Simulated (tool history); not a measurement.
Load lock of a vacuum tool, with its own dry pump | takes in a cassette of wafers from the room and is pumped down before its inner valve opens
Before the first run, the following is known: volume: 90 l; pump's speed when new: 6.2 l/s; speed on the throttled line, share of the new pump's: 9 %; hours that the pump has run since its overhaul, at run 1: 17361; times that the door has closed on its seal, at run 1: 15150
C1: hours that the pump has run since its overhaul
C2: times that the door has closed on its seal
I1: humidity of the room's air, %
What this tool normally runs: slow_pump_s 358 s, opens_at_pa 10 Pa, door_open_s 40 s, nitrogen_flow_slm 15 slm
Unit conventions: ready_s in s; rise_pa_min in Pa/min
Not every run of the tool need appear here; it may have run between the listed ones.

{"run": 1, "hour": 0.0, "slow_pump_s": 358, "opens_at_pa": 10, "door_open_s": 40, "nitrogen_flow_slm": 15, "C1": 17361, "C2": 15150, "I1": 46.8, "ready_s": 487.7, "rise_pa_min": 0.102}
{"run": 2, "hour": 154.6, "slow_pump_s": 358, "opens_at_pa": 10, "door_open_s": 40, "nitrogen_flow_slm": 15, "C1": 17516, "C2": 15536, "I1": 47.6, "ready_s": 485.9, "rise_pa_min": 0.102}
{"run": 3, "hour": 272.6, "slow_pump_s": 358, "opens_at_pa": 10, "door_open_s": 40, "nitrogen_flow_slm": 33, "C1": 17634, "C2": 15830, "I1": 41.1, "ready_s": 487.4, "rise_pa_min": 0.101}
{"run": 4, "hour": 410.5, "slow_pump_s": 358, "opens_at_pa": 10, "door_open_s": 40, "nitrogen_flow_slm": 33, "C1": 17772, "C2": 16173, "I1": 46.8, "ready_s": 488.9, "rise_pa_min": 0.106}
{"run": 5, "hour": 537.6, "slow_pump_s": 358, "opens_at_pa": 10, "door_open_s": 40, "nitrogen_flow_slm": 15, "C1": 17899, "C2": 16490, "I1": 40.9, "ready_s": 486.2, "rise_pa_min": 0.117}
{"run": 6, "hour": 675.0, "slow_pump_s": 358, "opens_at_pa": 10, "door_open_s": 40, "nitrogen_flow_slm": 15, "C1": 18036, "C2": 16832, "I1": 39.9, "ready_s": 487.2, "rise_pa_min": 0.113}
{"run": 7, "hour": 748.3, "slow_pump_s": 358, "opens_at_pa": 10, "door_open_s": 40, "nitrogen_flow_slm": 15, "C1": 18109, "C2": 17015, "I1": 43.2, "ready_s": 492.2, "rise_pa_min": 0.118}
{"run": 8, "hour": 829.6, "slow_pump_s": 358, "opens_at_pa": 10, "door_open_s": 64, "nitrogen_flow_slm": 15, "C1": 18191, "C2": 17218, "I1": 42.6, "ready_s": 485.6, "rise_pa_min": 0.123}
{"run": 9, "hour": 939.9, "slow_pump_s": 358, "opens_at_pa": 10, "door_open_s": 64, "nitrogen_flow_slm": 15, "C1": 18301, "C2": 17493, "I1": 44.5, "ready_s": 488.8, "rise_pa_min": 0.124}
{"run": 10, "hour": 1045.7, "slow_pump_s": 358, "opens_at_pa": 10, "door_open_s": 64, "nitrogen_flow_slm": 15, "C1": 18407, "C2": 17756, "I1": 41.7, "ready_s": 487.8, "rise_pa_min": 0.129}
{"run": 11, "hour": 1113.7, "slow_pump_s": 358, "opens_at_pa": 13, "door_open_s": 40, "nitrogen_flow_slm": 15, "C1": 18475, "C2": 17926, "I1": 47.0, "ready_s": 482.8, "rise_pa_min": 0.125}
{"run": 12, "hour": 1182.2, "slow_pump_s": 358, "opens_at_pa": 13, "door_open_s": 40, "nitrogen_flow_slm": 15, "C1": 18543, "C2": 18096, "I1": 41.7, "ready_s": 488.0, "rise_pa_min": 0.133}
{"run": 13, "hour": 1297.4, "slow_pump_s": 358, "opens_at_pa": 13, "door_open_s": 40, "nitrogen_flow_slm": 15, "C1": 18659, "C2": 18384, "I1": 45.7, "ready_s": 486.5, "rise_pa_min": 0.14}
{"run": 14, "hour": 1388.2, "slow_pump_s": 358, "opens_at_pa": 10, "door_open_s": 40, "nitrogen_flow_slm": 15, "C1": 18749, "C2": 18610, "I1": 46.9, "ready_s": 493.6, "rise_pa_min": 0.137}
{"run": 15, "hour": 1496.1, "slow_pump_s": 654, "opens_at_pa": 10, "door_open_s": 40, "nitrogen_flow_slm": 15, "C1": 18857, "C2": 18879, "I1": 45.1, "ready_s": 753.2, "rise_pa_min": 0.134}
{"run": 16, "hour": 1612.3, "slow_pump_s": 358, "opens_at_pa": 10, "door_open_s": 40, "nitrogen_flow_slm": 15, "C1": 18973, "C2": 19168, "I1": 43.5, "ready_s": 490.3, "rise_pa_min": 0.136}
{"run": 17, "hour": 1702.5, "slow_pump_s": 358, "opens_at_pa": 10, "door_open_s": 40, "nitrogen_flow_slm": 15, "C1": 19064, "C2": 19393, "I1": 44.5, "ready_s": 488.8, "rise_pa_min": 0.143}
{"run": 18, "hour": 1801.8, "slow_pump_s": 358, "opens_at_pa": 11, "door_open_s": 40, "nitrogen_flow_slm": 15, "C1": 19163, "C2": 19641, "I1": 45.9, "ready_s": 487.7, "rise_pa_min": 0.145}
{"run": 19, "hour": 1887.9, "slow_pump_s": 358, "opens_at_pa": 11, "door_open_s": 40, "nitrogen_flow_slm": 15, "C1": 19249, "C2": 19855, "I1": 47.6, "ready_s": 489.7, "rise_pa_min": 0.15}
{"run": 20, "hour": 1986.8, "slow_pump_s": 358, "opens_at_pa": 11, "door_open_s": 40, "nitrogen_flow_slm": 15, "C1": 19348, "C2": 20102, "I1": 45.7, "ready_s": 484.7, "rise_pa_min": 0.148}
{"run": 21, "hour": 2142.4, "slow_pump_s": 358, "opens_at_pa": 11, "door_open_s": 40, "nitrogen_flow_slm": 15, "C1": 19504, "C2": 20489, "I1": 43.2, "ready_s": 490.8, "rise_pa_min": 0.153}
{"run": 22, "hour": 2206.6, "slow_pump_s": 358, "opens_at_pa": 12, "door_open_s": 40, "nitrogen_flow_slm": 11, "C1": 19568, "C2": 20649, "I1": 44.8, "ready_s": 489.3, "rise_pa_min": 0.157}
{"run": 23, "hour": 2306.6, "slow_pump_s": 358, "opens_at_pa": 8, "door_open_s": 40, "nitrogen_flow_slm": 10, "C1": 19668, "C2": 20899, "I1": 42.8, "ready_s": 492.6, "rise_pa_min": 0.168}
{"run": 24, "hour": 2400.3, "slow_pump_s": 342, "opens_at_pa": 10, "door_open_s": 90, "nitrogen_flow_slm": 15, "C1": 19761, "C2": 21132, "I1": 43.2, "ready_s": 480.1, "rise_pa_min": 0.168}
{"run": 25, "hour": 2558.1, "slow_pump_s": 342, "opens_at_pa": 10, "door_open_s": 90, "nitrogen_flow_slm": 15, "C1": 19919, "C2": 21525, "I1": 44.6, "ready_s": 473.9, "rise_pa_min": 0.175}
{"run": 26, "hour": 2698.7, "slow_pump_s": 342, "opens_at_pa": 10, "door_open_s": 90, "nitrogen_flow_slm": 15, "C1": 20060, "C2": 21876, "I1": 43.4, "ready_s": 479.5, "rise_pa_min": 0.175}
{"run": 27, "hour": 2779.8, "slow_pump_s": 358, "opens_at_pa": 10, "door_open_s": 63, "nitrogen_flow_slm": 43, "C1": 20141, "C2": 22078, "I1": 44.2, "ready_s": 497.7, "rise_pa_min": 0.169}
{"run": 28, "hour": 2850.3, "slow_pump_s": 358, "opens_at_pa": 10, "door_open_s": 63, "nitrogen_flow_slm": 43, "C1": 20211, "C2": 22253, "I1": 45.3, "ready_s": 489.2, "rise_pa_min": 0.166}
{"run": 29, "hour": 2982.2, "slow_pump_s": 403, "opens_at_pa": 10, "door_open_s": 26, "nitrogen_flow_slm": 15, "C1": 20343, "C2": 22582, "I1": 45.2, "ready_s": 533.5, "rise_pa_min": 0.176}
{"run": 30, "hour": 3074.2, "slow_pump_s": 467, "opens_at_pa": 8, "door_open_s": 220, "nitrogen_flow_slm": 13, "C1": 20435, "C2": 22811, "I1": 42.7, "ready_s": 589.6, "rise_pa_min": 0.188}
{"run": 31, "hour": 3171.0, "slow_pump_s": 236, "opens_at_pa": 10, "door_open_s": 60, "nitrogen_flow_slm": 10, "C1": 20532, "C2": 23053, "I1": 44.0, "ready_s": 388.9, "rise_pa_min": 0.195}
{"run": 32, "hour": 3239.8, "slow_pump_s": 626, "opens_at_pa": 8, "door_open_s": 78, "nitrogen_flow_slm": 6, "C1": 20601, "C2": 23224, "I1": 46.0, "ready_s": 725.6, "rise_pa_min": 0.196}
{"run": 33, "hour": 3337.7, "slow_pump_s": 207, "opens_at_pa": 13, "door_open_s": 40, "nitrogen_flow_slm": 15, "C1": 20699, "C2": 23468, "I1": 46.1, "ready_s": 359.0, "rise_pa_min": 0.177}
{"run": 34, "hour": 3464.2, "slow_pump_s": 207, "opens_at_pa": 13, "door_open_s": 40, "nitrogen_flow_slm": 15, "C1": 20825, "C2": 23783, "I1": 46.3, "ready_s": 352.3, "rise_pa_min": 0.189}
{"run": 35, "hour": 3596.4, "slow_pump_s": 207, "opens_at_pa": 9, "door_open_s": 40, "nitrogen_flow_slm": 15, "C1": 20957, "C2": 24113, "I1": 43.1, "ready_s": 368.7, "rise_pa_min": 0.194}
{"run": 36, "hour": 3708.8, "slow_pump_s": 207, "opens_at_pa": 9, "door_open_s": 40, "nitrogen_flow_slm": 15, "C1": 21070, "C2": 24393, "I1": 39.9, "ready_s": 367.2, "rise_pa_min": 0.195}

Hidden state or all else? Some run-to-run changes of ready_s, split into what the settings, what came in and random variation would give without the hidden state, and what is left for the hidden state (with any gauge scatter that isn't in both results):
Hidden conditions of the tool in this case: pump's speed, % of a new pump's; leak at the door's seal, Pa l/s; drift of the gauge itself on ready_s, %; drift of the gauge itself on rise_pa_min, %.
Run 15 -> 16: slow_pump_s 654 -> 358. ready_s -262.9 s: hidden state +8.3, all else -271.2.
Run 31 -> 32: slow_pump_s 236 -> 626, opens_at_pa 10 -> 8, door_open_s 60 -> 78, nitrogen_flow_slm 10 -> 6. ready_s +336.7 s: hidden state -11.5, all else +348.2.
Run 32 -> 33: slow_pump_s 626 -> 207, opens_at_pa 8 -> 13, door_open_s 78 -> 40, nitrogen_flow_slm 6 -> 15. ready_s -366.6 s: hidden state +11.2, all else -377.8.
